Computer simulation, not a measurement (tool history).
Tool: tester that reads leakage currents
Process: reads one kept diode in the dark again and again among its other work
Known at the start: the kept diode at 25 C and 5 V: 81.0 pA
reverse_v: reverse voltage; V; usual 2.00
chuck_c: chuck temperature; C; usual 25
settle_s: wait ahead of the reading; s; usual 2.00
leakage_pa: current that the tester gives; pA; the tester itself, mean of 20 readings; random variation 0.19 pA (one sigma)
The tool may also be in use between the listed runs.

Run 1, hour 0.0: usual settings. Result: leakage_pa 61.69 pA.
Run 2, hour 74.6: usual settings but settle_s 0.35 s. Result: leakage_pa 63.15 pA.
Run 3, hour 213.0: usual settings but settle_s 0.35 s. Result: leakage_pa 63.97 pA.
Run 4, hour 284.1: usual settings but reverse_v 15.57 V, settle_s 0.35 s. Result: leakage_pa 134.88 pA.
Run 5, hour 377.7: usual settings but reverse_v 10.81 V. Result: leakage_pa 107.48 pA.
At hour 449.1: chuck's temperature calibrated.
Run 6, hour 486.9: usual settings. Result: leakage_pa 61.47 pA.
Run 7, hour 613.0: usual settings. Result: leakage_pa 61.76 pA.
Run 8, hour 738.9: usual settings. Result: leakage_pa 61.80 pA.
Run 9, hour 864.0: usual settings but chuck_c 52 C. Result: leakage_pa 409.33 pA.
Run 10, hour 957.5: usual settings but chuck_c 52 C. Result: leakage_pa 410.20 pA.
At hour 993.7: tester calibrated.
Run 11, hour 1107.7: usual settings. Result: leakage_pa 63.00 pA.
Run 12, hour 1220.2: usual settings but reverse_v 7.46 V, chuck_c 21 C, settle_s 0.42 s. Result: leakage_pa 78.21 pA.
Run 13, hour 1368.6: usual settings but reverse_v 7.46 V, chuck_c 21 C, settle_s 0.42 s. Result: leakage_pa 78.18 pA.
Run 14, hour 1462.4: usual settings but reverse_v 7.46 V, chuck_c 21 C, settle_s 0.42 s. Result: leakage_pa 78.92 pA.
Run 15, hour 1560.9: usual settings but reverse_v 2.07 V, chuck_c 31 C, settle_s 9.72 s. Result: leakage_pa 100.66 pA.
Run 16, hour 1704.1: usual settings but reverse_v 2.07 V, chuck_c 31 C, settle_s 9.72 s. Result: leakage_pa 100.23 pA.
Run 17, hour 1766.7: usual settings but reverse_v 2.07 V, chuck_c 26 C, settle_s 6.90 s. Result: leakage_pa 69.40 pA.
Run 18, hour 1857.2: usual settings but reverse_v 2.07 V, chuck_c 26 C, settle_s 6.90 s. Result: leakage_pa 70.02 pA.
Run 19, hour 1925.4: usual settings but reverse_v 2.07 V, chuck_c 50 C, settle_s 0.98 s. Result: leakage_pa 374.73 pA.
Run 20, hour 2029.5: usual settings but reverse_v 2.07 V, chuck_c 50 C, settle_s 0.98 s. Result: leakage_pa 374.38 pA.
Run 21, hour 2136.1: usual settings but reverse_v 2.07 V, chuck_c 50 C, settle_s 0.98 s. Result: leakage_pa 376.26 pA.
Run 22, hour 2286.9: usual settings but reverse_v 2.07 V, chuck_c 50 C, settle_s 0.98 s. Result: leakage_pa 374.43 pA.

Hidden state or all else? Some run-to-run changes of leakage_pa, split into what the settings, what came in and random variation would give without the hidden state, and what is left for the hidden state (with any gauge scatter that isn't in both results):
The hidden state here: stray current of the dirty probe card, pA a volt; current scale over the true one, %; true chuck temperature over the reading, C; drift of the gauge itself on leakage_pa, %.
Run 5 -> 6: reverse_v 10.81 -> 2.00, chuck's temperature calibrated. leakage_pa -46.01 pA: hidden state -1.86, all else -44.15.
Run 8 -> 9: chuck_c 25 -> 52. leakage_pa +347.53 pA: hidden state +0.91, all else +346.62.
Run 10 -> 11: chuck_c 52 -> 25, tester calibrated. leakage_pa -347.20 pA: hidden state +0.37, all else -347.57.
Run 18 -> 19: chuck_c 26 -> 50, settle_s 6.90 -> 0.98. leakage_pa +304.71 pA: hidden state +9.17, all else +295.54.
